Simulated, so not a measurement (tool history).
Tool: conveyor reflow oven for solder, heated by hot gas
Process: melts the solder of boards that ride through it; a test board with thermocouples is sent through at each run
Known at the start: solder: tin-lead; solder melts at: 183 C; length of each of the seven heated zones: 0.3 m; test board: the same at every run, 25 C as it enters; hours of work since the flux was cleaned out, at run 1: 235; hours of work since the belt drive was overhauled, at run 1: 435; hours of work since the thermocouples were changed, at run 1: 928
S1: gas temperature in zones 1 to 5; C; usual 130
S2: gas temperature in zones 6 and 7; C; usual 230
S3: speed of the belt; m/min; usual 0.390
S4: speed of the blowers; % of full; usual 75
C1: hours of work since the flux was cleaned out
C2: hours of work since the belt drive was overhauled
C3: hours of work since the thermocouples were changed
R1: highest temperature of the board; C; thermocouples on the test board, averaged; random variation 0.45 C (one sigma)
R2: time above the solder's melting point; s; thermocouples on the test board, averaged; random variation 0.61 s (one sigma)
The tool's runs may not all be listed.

Run 1, hour 0.0: usual settings; C1 235; C2 435; C3 928. Result: R1 211.8 C, R2 60.9 s.
Run 2, hour 17.5: usual settings; C1 246; C2 446; C3 939. Result: R1 210.8 C, R2 59.5 s.
Run 3, hour 29.6: usual settings; C1 254; C2 454; C3 947. Result: R1 211.1 C, R2 60.7 s.
Run 4, hour 48.0: usual settings; C1 266; C2 466; C3 960. Result: R1 211.0 C, R2 60.9 s.
Run 5, hour 61.1: usual settings; C1 275; C2 475; C3 968. Result: R1 211.4 C, R2 59.4 s.
Run 6, hour 77.5: usual settings; C1 285; C2 486; C3 979. Result: R1 210.2 C, R2 58.6 s.
Run 7, hour 88.3: usual settings; C1 293; C2 493; C3 986. Result: R1 210.9 C, R2 58.9 s.
Run 8, hour 102.5: usual settings; C1 302; C2 502; C3 995. Result: R1 211.1 C, R2 59.5 s.
Run 9, hour 120.5: usual settings but S1 142 C; C1 314; C2 514; C3 1007. Result: R1 213.3 C, R2 67.8 s.
At hour 135.2: thermocouples of zones 6 and 7 changed.
Run 10, hour 139.1: usual settings but S1 142 C; C1 325; C2 525; C3 3. Result: R1 214.9 C, R2 68.8 s.
Run 11, hour 155.0: usual settings but S1 142 C, S2 234 C; C1 335; C2 535; C3 13. Result: R1 218.2 C, R2 72.2 s.
Run 12, hour 171.5: usual settings but S2 226 C; C1 346; C2 546; C3 24. Result: R1 209.5 C, R2 57.7 s.
Run 13, hour 183.5: usual settings but S1 144 C, S2 229 C; C1 354; C2 554; C3 32. Result: R1 213.8 C, R2 69.0 s.
Run 14, hour 196.7: usual settings but S1 144 C, S2 229 C; C1 362; C2 563; C3 40. Result: R1 214.3 C, R2 68.6 s.
Run 15, hour 210.1: usual settings but S1 141 C; C1 371; C2 571; C3 49. Result: R1 213.9 C, R2 67.6 s.
Run 16, hour 224.9: usual settings but S1 134 C, S4 72 % of full; C1 381; C2 581; C3 59. Result: R1 212.0 C, R2 62.0 s.
Run 17, hour 236.4: usual settings but S1 134 C, S4 72 % of full; C1 389; C2 589; C3 66. Result: R1 212.1 C, R2 62.8 s.
Run 18, hour 249.2: usual settings but S4 83 % of full; C1 397; C2 597; C3 75. Result: R1 212.8 C, R2 62.1 s.
Run 19, hour 264.4: usual settings but S4 83 % of full; C1 407; C2 607; C3 85. Result: R1 212.0 C, R2 62.9 s.
Run 20, hour 273.0: usual settings but S1 125 C, S2 226 C, S4 83 % of full; C1 413; C2 613; C3 90. Result: R1 208.9 C, R2 55.7 s.
Run 21, hour 291.3: usual settings but S1 131 C, S2 228 C, S3 0.430 m/min, S4 83 % of full; C1 425; C2 625; C3 102. Result: R1 207.8 C, R2 49.8 s.
At hour 298.1: flux residue cleaned out of gas plates and filters.
Run 22, hour 308.9: usual settings but S2 227 C; C1 7; C2 633; C3 111. Result: R1 212.2 C, R2 62.2 s.
Run 23, hour 323.9: usual settings but S2 221 C; C1 17; C2 643; C3 121. Result: R1 206.4 C, R2 56.6 s.

Hidden state at the last listed run before each entry between runs and at the first one after, where it differs:
Between runs 9 and 10: thermocouples of zones 6 and 7 changed (hour 135.2)
  heat that the gas passes to the board, % of a clean oven's: 89.4 -> 89.1; belt's true speed, % of the reading: 99.33 -> 99.31; true gas temperature in zones 6 and 7 over the reading, C: -2.08 -> 0.21
  measured less the result without the state, R1: -4.0 -> -2.1 C; R2: -4.1 -> -2.2 s
Between runs 21 and 22: flux residue cleaned out of gas plates and filters (hour 298.1)
  heat that the gas passes to the board, % of a clean oven's: 86 -> 99.5; belt's true speed, % of the reading: 99.19 -> 99.18; true gas temperature in zones 6 and 7 over the reading, C: 0 -> -0.02
  measured less the result without the state, R1: -3.7 -> +0.1 C; R2: -4.8 -> +0.7 s
